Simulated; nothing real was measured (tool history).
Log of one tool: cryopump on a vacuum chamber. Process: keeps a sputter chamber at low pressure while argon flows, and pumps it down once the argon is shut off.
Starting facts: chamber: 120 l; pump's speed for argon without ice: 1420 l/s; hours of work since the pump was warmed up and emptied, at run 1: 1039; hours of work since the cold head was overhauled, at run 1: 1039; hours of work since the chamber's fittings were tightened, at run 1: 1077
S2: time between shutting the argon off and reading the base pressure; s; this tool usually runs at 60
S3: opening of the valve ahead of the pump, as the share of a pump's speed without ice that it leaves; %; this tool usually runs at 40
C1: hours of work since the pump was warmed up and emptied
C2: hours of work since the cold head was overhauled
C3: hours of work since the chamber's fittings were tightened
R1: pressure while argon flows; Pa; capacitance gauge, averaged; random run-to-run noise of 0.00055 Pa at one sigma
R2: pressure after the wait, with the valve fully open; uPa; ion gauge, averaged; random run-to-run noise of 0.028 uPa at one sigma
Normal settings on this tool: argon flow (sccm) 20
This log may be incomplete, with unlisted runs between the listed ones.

run 1 hour=0.0 | argon_flow_(sccm)=20 S2=60 S3=40 | C1=1039 C2=1039 C3=1077 | R1=0.0720 R2=4.44
run 2 hour=13.6 | argon_flow_(sccm)=20 S2=60 S3=40 | C1=1051 C2=1051 C3=1089 | R1=0.0717 R2=4.44
run 3 hour=40.3 | argon_flow_(sccm)=24 S2=60 S3=40 | C1=1075 C2=1075 C3=1112 | R1=0.0872 R2=4.69
run 4 hour=62.8 | argon_flow_(sccm)=24 S2=60 S3=40 | C1=1095 C2=1095 C3=1132 | R1=0.0854 R2=4.77
run 5 hour=83.2 | argon_flow_(sccm)=20 S2=95 S3=40 | C1=1113 C2=1113 C3=1150 | R1=0.0719 R2=4.40
run 6 hour=96.6 | argon_flow_(sccm)=20 S2=95 S3=40 | C1=1125 C2=1125 C3=1162 | R1=0.0722 R2=4.62
-- hour=103.8 pump warmed up, emptied and cooled again
run 7 hour=128.2 | argon_flow_(sccm)=20 S2=60 S3=52 | C1=22 C2=1148 C3=1186 | R1=0.0456 R2=3.64
-- hour=158.3 leaking fittings of the chamber tightened, without venting
run 8 hour=158.3 | argon_flow_(sccm)=20 S2=60 S3=52 | C1=46 C2=1173 C3=0 | R1=0.0458 R2=1.35
run 9 hour=187.3 | argon_flow_(sccm)=20 S2=60 S3=40 | C1=72 C2=1199 C3=26 | R1=0.0604 R2=1.42
run 10 hour=215.9 | argon_flow_(sccm)=20 S2=60 S3=40 | C1=97 C2=1224 C3=51 | R1=0.0603 R2=1.52
run 11 hour=241.1 | argon_flow_(sccm)=20 S2=60 S3=40 | C1=120 C2=1246 C3=73 | R1=0.0609 R2=1.49
run 12 hour=269.2 | argon_flow_(sccm)=20 S2=60 S3=40 | C1=144 C2=1271 C3=98 | R1=0.0613 R2=1.59
run 13 hour=282.9 | argon_flow_(sccm)=20 S2=60 S3=40 | C1=157 C2=1283 C3=110 | R1=0.0612 R2=1.63
run 14 hour=310.8 | argon_flow_(sccm)=20 S2=60 S3=40 | C1=181 C2=1308 C3=135 | R1=0.0614 R2=1.60
run 15 hour=332.9 | argon_flow_(sccm)=20 S2=60 S3=40 | C1=201 C2=1327 C3=154 | R1=0.0612 R2=1.70
run 16 hour=354.3 | argon_flow_(sccm)=20 S2=60 S3=40 | C1=220 C2=1346 C3=173 | R1=0.0617 R2=1.76
run 17 hour=367.6 | argon_flow_(sccm)=8 S2=60 S3=40 | C1=231 C2=1358 C3=185 | R1=0.0252 R2=1.76
run 18 hour=385.5 | argon_flow_(sccm)=17 S2=150 S3=40 | C1=247 C2=1374 C3=201 | R1=0.0519 R2=1.12
run 19 hour=413.7 | argon_flow_(sccm)=17 S2=150 S3=40 | C1=272 C2=1399 C3=226 | R1=0.0534 R2=1.25
run 20 hour=433.1 | argon_flow_(sccm)=18 S2=24 S3=40 | C1=289 C2=1416 C3=243 | R1=0.0563 R2=3.64
run 21 hour=451.6 | argon_flow_(sccm)=11 S2=24 S3=30 | C1=306 C2=1432 C3=259 | R1=0.0452 R2=3.57
run 22 hour=471.8 | argon_flow_(sccm)=11 S2=24 S3=30 | C1=324 C2=1450 C3=277 | R1=0.0442 R2=3.64
run 23 hour=484.6 | argon_flow_(sccm)=14 S2=60 S3=52 | C1=335 C2=1461 C3=289 | R1=0.0345 R2=2.15
run 24 hour=497.1 | argon_flow_(sccm)=14 S2=60 S3=52 | C1=346 C2=1472 C3=300 | R1=0.0337 R2=2.07
run 25 hour=511.8 | argon_flow_(sccm)=39 S2=134 S3=45 | C1=359 C2=1485 C3=313 | R1=0.1099 R2=1.47
run 26 hour=526.0 | argon_flow_(sccm)=8 S2=72 S3=39 | C1=372 C2=1498 C3=325 | R1=0.0258 R2=2.01
run 27 hour=550.4 | argon_flow_(sccm)=20 S2=52 S3=37 | C1=393 C2=1520 C3=347 | R1=0.0679 R2=2.35
run 28 hour=569.0 | argon_flow_(sccm)=20 S2=52 S3=37 | C1=410 C2=1536 C3=363 | R1=0.0672 R2=2.42
run 29 hour=596.9 | argon_flow_(sccm)=17 S2=36 S3=44 | C1=434 C2=1561 C3=388 | R1=0.0499 R2=3.03
run 30 hour=611.0 | argon_flow_(sccm)=17 S2=225 S3=15 | C1=447 C2=1573 C3=400 | R1=0.1377 R2=1.56
run 31 hour=630.4 | argon_flow_(sccm)=31 S2=60 S3=40 | C1=464 C2=1590 C3=417 | R1=0.0989 R2=2.35
run 32 hour=642.7 | argon_flow_(sccm)=31 S2=60 S3=40 | C1=475 C2=1601 C3=428 | R1=0.0988 R2=2.45
run 33 hour=666.9 | argon_flow_(sccm)=31 S2=60 S3=40 | C1=496 C2=1623 C3=450 | R1=0.0987 R2=2.40
run 34 hour=686.0 | argon_flow_(sccm)=20 S2=232 S3=40 | C1=513 C2=1640 C3=467 | R1=0.0650 R2=1.67

Consider 3 possible next runs. They are alternatives, not a sequence: every one starts from the tool as it was left by run 34. What does each give?
run A hour=704.4 | argon_flow_(sccm)=27 S2=60 S3=40 | C1=529 C2=1656 C3=483 | R1=? R2=?
run B hour=704.4 | argon_flow_(sccm)=20 S2=21 S3=40 | C1=529 C2=1656 C3=483 | R1=? R2=?
run C hour=704.4 | argon_flow_(sccm)=20 S2=134 S3=40 | C1=529 C2=1656 C3=483 | R1=? R2=?

run=A R1=0.0878 R2=2.61
run=B R1=0.0635 R2=4.56
run=C R1=0.0633 R2=1.98
With the hidden condition removed and each run's random variation left untouched, the same runs would have given:
run=A R1=0.0811 R2=1.31
run=B R1=0.0586 R2=3.30
run=C R1=0.0584 R2=0.71
